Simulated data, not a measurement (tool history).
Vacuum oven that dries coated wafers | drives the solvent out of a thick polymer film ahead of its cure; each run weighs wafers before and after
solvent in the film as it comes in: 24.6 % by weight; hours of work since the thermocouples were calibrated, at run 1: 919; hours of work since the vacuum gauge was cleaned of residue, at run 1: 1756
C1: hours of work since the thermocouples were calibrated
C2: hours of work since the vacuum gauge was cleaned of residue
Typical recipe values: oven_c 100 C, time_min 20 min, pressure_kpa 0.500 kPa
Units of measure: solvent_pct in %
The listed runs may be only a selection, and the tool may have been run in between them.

{"run": 1, "day": 0.0, "oven_c": 100, "time_min": 20, "pressure_kpa": 0.5, "C1": 919, "C2": 1756, "solvent_pct": 1.37}
{"run": 2, "day": 3.804, "oven_c": 100, "time_min": 20, "pressure_kpa": 0.5, "C1": 969, "C2": 1807, "solvent_pct": 1.33}
{"run": 3, "day": 6.904, "oven_c": 100, "time_min": 20, "pressure_kpa": 0.5, "C1": 1011, "C2": 1848, "solvent_pct": 1.39}
{"run": 4, "day": 8.592, "oven_c": 100, "time_min": 20, "pressure_kpa": 0.5, "C1": 1033, "C2": 1871, "solvent_pct": 1.38}
{"run": 5, "day": 11.354, "oven_c": 100, "time_min": 25, "pressure_kpa": 0.5, "C1": 1070, "C2": 1908, "solvent_pct": 0.85}
{"run": 6, "day": 13.838, "oven_c": 100, "time_min": 20, "pressure_kpa": 0.5, "C1": 1103, "C2": 1941, "solvent_pct": 1.36}
{"run": 7, "day": 16.979, "oven_c": 100, "time_min": 20, "pressure_kpa": 0.5, "C1": 1145, "C2": 1983, "solvent_pct": 1.39}
{"run": 8, "day": 19.708, "oven_c": 100, "time_min": 21, "pressure_kpa": 0.5, "C1": 1182, "C2": 2019, "solvent_pct": 1.2}
{"run": 9, "day": 22.871, "oven_c": 100, "time_min": 21, "pressure_kpa": 0.5, "C1": 1224, "C2": 2061, "solvent_pct": 1.27}
{"run": 10, "day": 26.121, "oven_c": 100, "time_min": 21, "pressure_kpa": 0.5, "C1": 1267, "C2": 2105, "solvent_pct": 1.24}
{"run": 11, "day": 29.262, "oven_c": 100, "time_min": 20, "pressure_kpa": 1.002, "C1": 1309, "C2": 2147, "solvent_pct": 1.6}
{"run": 12, "day": 30.938, "oven_c": 93, "time_min": 20, "pressure_kpa": 0.5, "C1": 1332, "C2": 2169, "solvent_pct": 3.31}
{"run": 13, "day": 33.808, "oven_c": 93, "time_min": 20, "pressure_kpa": 0.5, "C1": 1370, "C2": 2207, "solvent_pct": 3.17}
{"run": 14, "day": 37.104, "oven_c": 93, "time_min": 20, "pressure_kpa": 0.5, "C1": 1414, "C2": 2251, "solvent_pct": 3.3}
{"run": 15, "day": 38.662, "oven_c": 100, "time_min": 20, "pressure_kpa": 0.5, "C1": 1435, "C2": 2272, "solvent_pct": 1.41}
{"day": 39.529, "done": "vacuum gauge cleaned of residue and calibrated"}
{"run": 16, "day": 41.738, "oven_c": 100, "time_min": 20, "pressure_kpa": 1.316, "C1": 1475, "C2": 29, "solvent_pct": 1.74}
{"run": 17, "day": 43.783, "oven_c": 100, "time_min": 20, "pressure_kpa": 1.316, "C1": 1502, "C2": 57, "solvent_pct": 1.88}
{"run": 18, "day": 45.792, "oven_c": 100, "time_min": 20, "pressure_kpa": 1.316, "C1": 1529, "C2": 84, "solvent_pct": 1.73}
{"run": 19, "day": 47.929, "oven_c": 100, "time_min": 20, "pressure_kpa": 0.5, "C1": 1557, "C2": 112, "solvent_pct": 1.29}
{"day": 49.267, "done": "oven's thermocouples calibrated"}
{"run": 20, "day": 51.183, "oven_c": 113, "time_min": 20, "pressure_kpa": 0.5, "C1": 26, "C2": 154, "solvent_pct": 0.22}
{"run": 21, "day": 54.954, "oven_c": 113, "time_min": 20, "pressure_kpa": 0.5, "C1": 76, "C2": 205, "solvent_pct": 0.17}
{"run": 22, "day": 57.171, "oven_c": 113, "time_min": 20, "pressure_kpa": 0.5, "C1": 105, "C2": 234, "solvent_pct": 0.21}
{"run": 23, "day": 59.254, "oven_c": 113, "time_min": 20, "pressure_kpa": 0.5, "C1": 133, "C2": 262, "solvent_pct": 0.24}
{"run": 24, "day": 61.396, "oven_c": 100, "time_min": 20, "pressure_kpa": 0.5, "C1": 162, "C2": 291, "solvent_pct": 1.42}
{"run": 25, "day": 64.425, "oven_c": 100, "time_min": 20, "pressure_kpa": 0.5, "C1": 202, "C2": 331, "solvent_pct": 1.34}
{"run": 26, "day": 66.871, "oven_c": 100, "time_min": 20, "pressure_kpa": 0.5, "C1": 235, "C2": 364, "solvent_pct": 1.37}
{"run": 27, "day": 70.662, "oven_c": 100, "time_min": 12, "pressure_kpa": 0.806, "C1": 285, "C2": 414, "solvent_pct": 3.91}
{"run": 28, "day": 74.142, "oven_c": 98, "time_min": 23, "pressure_kpa": 0.5, "C1": 332, "C2": 461, "solvent_pct": 1.28}
{"run": 29, "day": 75.971, "oven_c": 114, "time_min": 23, "pressure_kpa": 1.335, "C1": 356, "C2": 485, "solvent_pct": 0.43}
{"run": 30, "day": 78.667, "oven_c": 100, "time_min": 11, "pressure_kpa": 1.381, "C1": 392, "C2": 521, "solvent_pct": 4.65}
{"run": 31, "day": 81.4, "oven_c": 100, "time_min": 11, "pressure_kpa": 0.588, "C1": 429, "C2": 558, "solvent_pct": 4.35}
{"run": 32, "day": 85.008, "oven_c": 100, "time_min": 11, "pressure_kpa": 0.588, "C1": 477, "C2": 606, "solvent_pct": 4.39}
{"run": 33, "day": 87.404, "oven_c": 100, "time_min": 11, "pressure_kpa": 0.588, "C1": 509, "C2": 638, "solvent_pct": 4.33}
{"run": 34, "day": 89.467, "oven_c": 100, "time_min": 11, "pressure_kpa": 0.588, "C1": 536, "C2": 665, "solvent_pct": 4.19}
{"run": 35, "day": 92.183, "oven_c": 100, "time_min": 20, "pressure_kpa": 0.341, "C1": 573, "C2": 702, "solvent_pct": 1.23}
{"run": 36, "day": 94.104, "oven_c": 100, "time_min": 19, "pressure_kpa": 0.341, "C1": 598, "C2": 727, "solvent_pct": 1.44}
{"run": 37, "day": 97.033, "oven_c": 92, "time_min": 11, "pressure_kpa": 0.602, "C1": 637, "C2": 766, "solvent_pct": 7.84}
{"run": 38, "day": 100.254, "oven_c": 94, "time_min": 15, "pressure_kpa": 0.399, "C1": 680, "C2": 809, "solvent_pct": 4.58}
{"run": 39, "day": 102.458, "oven_c": 100, "time_min": 29, "pressure_kpa": 1.275, "C1": 710, "C2": 839, "solvent_pct": 0.85}
{"run": 40, "day": 106.071, "oven_c": 100, "time_min": 29, "pressure_kpa": 1.275, "C1": 758, "C2": 887, "solvent_pct": 0.91}
{"run": 41, "day": 107.975, "oven_c": 100, "time_min": 29, "pressure_kpa": 1.275, "C1": 783, "C2": 912, "solvent_pct": 0.96}
{"run": 42, "day": 111.796, "oven_c": 100, "time_min": 29, "pressure_kpa": 1.275, "C1": 834, "C2": 963, "solvent_pct": 0.93}
{"run": 43, "day": 114.5, "oven_c": 106, "time_min": 26, "pressure_kpa": 1.032, "C1": 871, "C2": 999, "solvent_pct": 0.54}
{"run": 44, "day": 117.958, "oven_c": 108, "time_min": 20, "pressure_kpa": 0.387, "C1": 917, "C2": 1046, "solvent_pct": 0.42}
{"run": 45, "day": 119.767, "oven_c": 87, "time_min": 13, "pressure_kpa": 0.5, "C1": 941, "C2": 1070, "solvent_pct": 8.9}
{"run": 46, "day": 121.888, "oven_c": 113, "time_min": 16, "pressure_kpa": 0.5, "C1": 969, "C2": 1098, "solvent_pct": 0.39}
{"run": 47, "day": 124.121, "oven_c": 113, "time_min": 19, "pressure_kpa": 0.279, "C1": 999, "C2": 1128, "solvent_pct": 0.19}

How the hidden state differs across the entries between the runs, from the last listed run before each to the first after it:
Logged between run 15 and run 16: vacuum gauge cleaned of residue and calibrated (day 39.529)
  true pressure over the reading, kPa: 0.01 -> 0
Logged between run 19 and run 20: oven's thermocouples calibrated (day 49.267)
  true wafer temperature over the reading, C: -0.05 -> 0
